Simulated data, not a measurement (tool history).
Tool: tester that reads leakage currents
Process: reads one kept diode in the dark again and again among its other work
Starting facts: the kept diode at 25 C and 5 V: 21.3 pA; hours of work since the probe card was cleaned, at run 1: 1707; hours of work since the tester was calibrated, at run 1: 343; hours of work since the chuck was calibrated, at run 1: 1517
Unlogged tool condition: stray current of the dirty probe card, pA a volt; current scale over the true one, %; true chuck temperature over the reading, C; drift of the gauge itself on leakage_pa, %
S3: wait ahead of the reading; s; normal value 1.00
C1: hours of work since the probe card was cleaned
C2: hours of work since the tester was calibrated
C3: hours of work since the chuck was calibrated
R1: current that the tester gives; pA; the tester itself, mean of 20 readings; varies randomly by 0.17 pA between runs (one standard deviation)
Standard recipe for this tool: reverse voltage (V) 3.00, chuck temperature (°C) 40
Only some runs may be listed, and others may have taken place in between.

run 1 hour=0.0 | reverse_voltage_(V)=3.00 chuck_temperature_(°C)=40 S3=1.00 | C1=1707 C2=343 C3=1517 | R1=54.47
run 2 hour=70.9 | reverse_voltage_(V)=3.00 chuck_temperature_(°C)=40 S3=3.89 | C1=1738 C2=373 C3=1547 | R1=53.41
run 3 hour=165.9 | reverse_voltage_(V)=3.00 chuck_temperature_(°C)=40 S3=3.89 | C1=1779 C2=414 C3=1588 | R1=53.77
run 4 hour=223.8 | reverse_voltage_(V)=6.29 chuck_temperature_(°C)=40 S3=1.00 | C1=1804 C2=439 C3=1613 | R1=85.16
run 5 hour=317.8 | reverse_voltage_(V)=6.29 chuck_temperature_(°C)=20 S3=1.00 | C1=1845 C2=480 C3=1654 | R1=27.10
run 6 hour=364.7 | reverse_voltage_(V)=6.29 chuck_temperature_(°C)=20 S3=1.00 | C1=1865 C2=500 C3=1674 | R1=26.97
run 7 hour=417.0 | reverse_voltage_(V)=6.29 chuck_temperature_(°C)=20 S3=1.00 | C1=1887 C2=523 C3=1697 | R1=27.35
-- hour=477.3 chuck's temperature calibrated
run 8 hour=508.8 | reverse_voltage_(V)=6.29 chuck_temperature_(°C)=20 S3=1.00 | C1=1926 C2=561 C3=14 | R1=28.69
run 9 hour=601.6 | reverse_voltage_(V)=3.00 chuck_temperature_(°C)=46 S3=1.00 | C1=1966 C2=602 C3=54 | R1=85.71
run 10 hour=654.4 | reverse_voltage_(V)=3.00 chuck_temperature_(°C)=40 S3=1.00 | C1=1989 C2=624 C3=76 | R1=57.92
run 11 hour=761.5 | reverse_voltage_(V)=3.00 chuck_temperature_(°C)=40 S3=6.89 | C1=2035 C2=671 C3=123 | R1=57.29
run 12 hour=836.8 | reverse_voltage_(V)=3.00 chuck_temperature_(°C)=40 S3=6.89 | C1=2068 C2=703 C3=155 | R1=57.19
run 13 hour=920.7 | reverse_voltage_(V)=3.00 chuck_temperature_(°C)=40 S3=6.89 | C1=2104 C2=739 C3=192 | R1=57.37
run 14 hour=964.5 | reverse_voltage_(V)=3.00 chuck_temperature_(°C)=40 S3=6.89 | C1=2123 C2=758 C3=210 | R1=57.26
run 15 hour=1008.5 | reverse_voltage_(V)=2.67 chuck_temperature_(°C)=29 S3=6.89 | C1=2142 C2=777 C3=229 | R1=26.04
run 16 hour=1104.5 | reverse_voltage_(V)=2.67 chuck_temperature_(°C)=29 S3=6.89 | C1=2184 C2=819 C3=271 | R1=26.20
run 17 hour=1205.8 | reverse_voltage_(V)=16.18 chuck_temperature_(°C)=49 S3=3.14 | C1=2227 C2=862 C3=315 | R1=280.80
run 18 hour=1276.9 | reverse_voltage_(V)=16.18 chuck_temperature_(°C)=49 S3=3.14 | C1=2258 C2=893 C3=345 | R1=279.20
run 19 hour=1339.4 | reverse_voltage_(V)=14.77 chuck_temperature_(°C)=48 S3=7.11 | C1=2285 C2=920 C3=372 | R1=248.77
run 20 hour=1444.1 | reverse_voltage_(V)=1.50 chuck_temperature_(°C)=32 S3=1.20 | C1=2330 C2=965 C3=418 | R1=22.36

What differs in the tool's unlogged condition from the final listed run ahead of each entry between runs to the first listed run following it?
Runs 7 to 8: chuck's temperature calibrated (hour 477.3)
  stray current of the dirty probe card, pA a volt: 1.668 -> 1.703; current scale over the true one, %: 0.51 -> 0.53; true chuck temperature over the reading, C: -0.87 -> -0.01
  difference, measured minus the result without the unlogged condition, R1: +9.40 -> +10.78 pA

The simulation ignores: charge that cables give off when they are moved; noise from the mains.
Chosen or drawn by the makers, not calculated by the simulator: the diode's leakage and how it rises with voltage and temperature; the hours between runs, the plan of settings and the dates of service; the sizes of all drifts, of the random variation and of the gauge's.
